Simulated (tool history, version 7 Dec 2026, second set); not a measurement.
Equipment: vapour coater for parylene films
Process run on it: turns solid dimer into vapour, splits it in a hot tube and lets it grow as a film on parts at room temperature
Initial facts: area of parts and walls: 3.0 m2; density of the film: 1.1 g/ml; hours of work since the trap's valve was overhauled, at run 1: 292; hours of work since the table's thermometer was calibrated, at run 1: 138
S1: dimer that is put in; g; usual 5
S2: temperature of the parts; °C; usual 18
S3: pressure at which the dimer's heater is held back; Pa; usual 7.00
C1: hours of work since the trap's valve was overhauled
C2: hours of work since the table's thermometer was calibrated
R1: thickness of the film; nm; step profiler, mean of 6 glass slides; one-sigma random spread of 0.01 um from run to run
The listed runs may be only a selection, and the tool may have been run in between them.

Run 1, day 0.000: usual settings; C1 292; C2 138. Result: R1 950 nm.
Run 2, day 0.700: usual settings; C1 303; C2 149. Result: R1 940 nm.
Run 3, day 1.283: usual settings; C1 313; C2 159. Result: R1 920 nm.
Run 4, day 1.667: usual settings; C1 319; C2 165. Result: R1 930 nm.
Run 5, day 2.029: usual settings but S3 3.84 Pa; C1 325; C2 171. Result: R1 1020 nm.
Run 6, day 2.383: usual settings but S3 3.84 Pa; C1 331; C2 177. Result: R1 1020 nm.
Run 7, day 2.858: usual settings but S2 17 °C; C1 339; C2 185. Result: R1 970 nm.
Run 8, day 3.446: usual settings but S2 17 °C; C1 349; C2 195. Result: R1 960 nm.
Run 9, day 4.104: usual settings but S1 2 g, S2 17 °C; C1 360; C2 206. Result: R1 380 nm.
Run 10, day 4.600: usual settings but S1 2 g, S2 17 °C; C1 368; C2 214. Result: R1 370 nm.
Run 11, day 5.079: usual settings; C1 376; C2 222. Result: R1 920 nm.
Run 12, day 5.712: usual settings; C1 387; C2 233. Result: R1 910 nm.
Run 13, day 6.375: usual settings; C1 398; C2 244. Result: R1 900 nm.
Run 14, day 7.000: usual settings; C1 409; C2 255. Result: R1 930 nm.
Run 15, day 7.354: usual settings; C1 414; C2 261. Result: R1 940 nm.
Run 16, day 7.938: usual settings but S3 11.94 Pa; C1 424; C2 270. Result: R1 840 nm.
Run 17, day 8.629: usual settings but S3 11.94 Pa; C1 436; C2 282. Result: R1 820 nm.
Run 18, day 9.146: usual settings; C1 444; C2 290. Result: R1 920 nm.
Run 19, day 9.829: usual settings; C1 456; C2 302. Result: R1 900 nm.
Run 20, day 10.375: usual settings but S1 4 g; C1 465; C2 311. Result: R1 720 nm.
Run 21, day 10.896: usual settings but S1 4 g; C1 474; C2 320. Result: R1 730 nm.
Run 22, day 11.192: usual settings but S1 4 g; C1 479; C2 325. Result: R1 730 nm.
Run 23, day 11.783: usual settings but S1 7 g, S3 5.26 Pa; C1 489; C2 335. Result: R1 1330 nm.
Run 24, day 12.467: usual settings but S1 7 g, S3 5.26 Pa; C1 500; C2 346. Result: R1 1320 nm.
Run 25, day 12.942: usual settings but S1 2 g, S2 11 °C, S3 6.74 Pa; C1 508; C2 354. Result: R1 480 nm.
Run 26, day 13.400: usual settings but S1 2 g, S2 11 °C, S3 6.74 Pa; C1 516; C2 362. Result: R1 500 nm.
Run 27, day 13.688: usual settings but S3 7.42 Pa; C1 520; C2 366. Result: R1 900 nm.
At day 14.171: trap's valve overhauled.
Run 28, day 14.354: usual settings but S2 11 °C; C1 3; C2 375. Result: R1 1300 nm.
Run 29, day 14.808: usual settings but S1 7 g, S2 11 °C; C1 11; C2 382. Result: R1 1850 nm.
Run 30, day 15.162: usual settings but S1 7 g, S2 23 °C; C1 17; C2 388. Result: R1 1120 nm.
Run 31, day 15.867: usual settings but S1 7 g, S2 23 °C, S3 7.49 Pa; C1 28; C2 400. Result: R1 1100 nm.
Run 32, day 16.446: usual settings but S1 7 g, S2 23 °C, S3 7.49 Pa; C1 38; C2 410. Result: R1 1120 nm.
Run 33, day 16.750: usual settings but S1 4 g, S2 25 °C, S3 7.49 Pa; C1 43; C2 415. Result: R1 590 nm.
Run 34, day 17.208: usual settings but S1 2 g, S2 12 °C, S3 7.49 Pa; C1 51; C2 423. Result: R1 500 nm.
Run 35, day 17.675: usual settings but S1 2 g, S2 24 °C, S3 4.16 Pa; C1 59; C2 430. Result: R1 340 nm.

What if the next run were any one of these 5? Each begins from the tool's condition after run 35:
Run A, day 18.200: usual settings but S1 2 g, S2 24 °C, S3 11.07 Pa; C1 67; C2 439. Result: R1 ?.
Run B, day 18.200: usual settings but S1 4 g, S2 12 °C, S3 3.83 Pa; C1 67; C2 439. Result: R1 ?.
Run C, day 18.200: usual settings but S1 4 g, S2 16 °C, S3 10.24 Pa; C1 67; C2 439. Result: R1 ?.
Run D, day 18.200: usual settings but S1 3 g, S3 5.24 Pa; C1 67; C2 439. Result: R1 ?.
Run E, day 18.200: usual settings but S1 2 g, S2 24 °C, S3 11.75 Pa; C1 67; C2 439. Result: R1 ?.

run    R1
  A   270
  B  1120
  C   790
  D   620
  E   290
Had the tool no hidden state, the same runs would have come out as:
run    R1
  A   270
  B  1120
  C   790
  D   620
  E   290
